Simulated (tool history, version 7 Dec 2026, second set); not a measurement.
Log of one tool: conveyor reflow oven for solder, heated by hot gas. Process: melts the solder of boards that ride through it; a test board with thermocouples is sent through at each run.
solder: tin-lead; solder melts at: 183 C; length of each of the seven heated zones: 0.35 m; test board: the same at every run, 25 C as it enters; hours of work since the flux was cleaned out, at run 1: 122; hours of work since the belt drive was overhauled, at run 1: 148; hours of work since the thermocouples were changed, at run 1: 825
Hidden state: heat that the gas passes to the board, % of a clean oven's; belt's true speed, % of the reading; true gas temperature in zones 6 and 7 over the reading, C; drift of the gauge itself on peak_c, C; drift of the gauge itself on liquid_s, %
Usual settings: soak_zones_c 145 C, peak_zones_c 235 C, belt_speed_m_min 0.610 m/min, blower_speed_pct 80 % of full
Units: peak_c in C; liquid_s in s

run	hour	soak_zones_c	peak_zones_c	belt_speed_m_min	blower_speed_pct	hours of work since the flux was cleaned out	hours of work since the belt drive was overhauled	hours of work since the thermocouples were changed	peak_c	liquid_s
1	0.0	145	235	0.610	80	122	148	825	223.0	57.8
2	4.8	145	235	0.610	80	124	150	827	222.7	57.6
3	12.6	145	235	0.610	80	128	154	831	222.9	57.2
4	19.2	145	235	0.610	80	132	158	835	222.9	57.8
5	28.2	145	235	0.610	80	136	162	839	223.2	57.9
6	37.3	145	235	0.610	80	141	167	844	222.8	57.8
7	41.3	145	235	0.610	80	143	169	846	223.1	57.3
8	47.9	135	235	0.610	80	146	172	849	220.9	53.4
9	55.4	135	235	0.610	80	150	176	853	221.6	53.8
10	63.9	145	235	0.536	80	154	180	857	226.0	68.4
11	68.4	145	235	0.536	80	157	182	859	226.5	68.5
12	76.2	132	249	0.654	80	161	186	863	230.0	53.8
# hour 81.9: flux residue cleaned out of gas plates and filters
13	86.2	132	249	0.654	80	2	189	866	228.9	53.4
14	92.6	132	231	0.639	80	5	192	869	214.6	45.2
15	100.2	132	231	0.639	79	9	196	873	214.0	45.2
16	105.1	145	223	0.657	64	12	198	875	206.9	41.1
17	111.4	145	237	0.610	80	15	202	879	223.0	58.2
18	120.1	159	232	0.510	60	19	206	883	223.7	77.0
19	126.2	145	235	0.576	80	22	209	886	223.3	61.7

Forecast each of these 3 alternatives for the next run:
A	132.0	145	235	0.625	80	25	212	889	?	?
B	132.0	145	235	0.576	84	25	212	889	?	?
C	132.0	145	234	0.553	80	25	212	889	?	?

run	peak_c	liquid_s
A	221.3	54.9
B	224.2	62.6
C	224.2	64.4
Without the tool's hidden state the same runs would have given:
run	peak_c	liquid_s
A	220.6	54.6
B	223.2	62.1
C	223.1	63.8
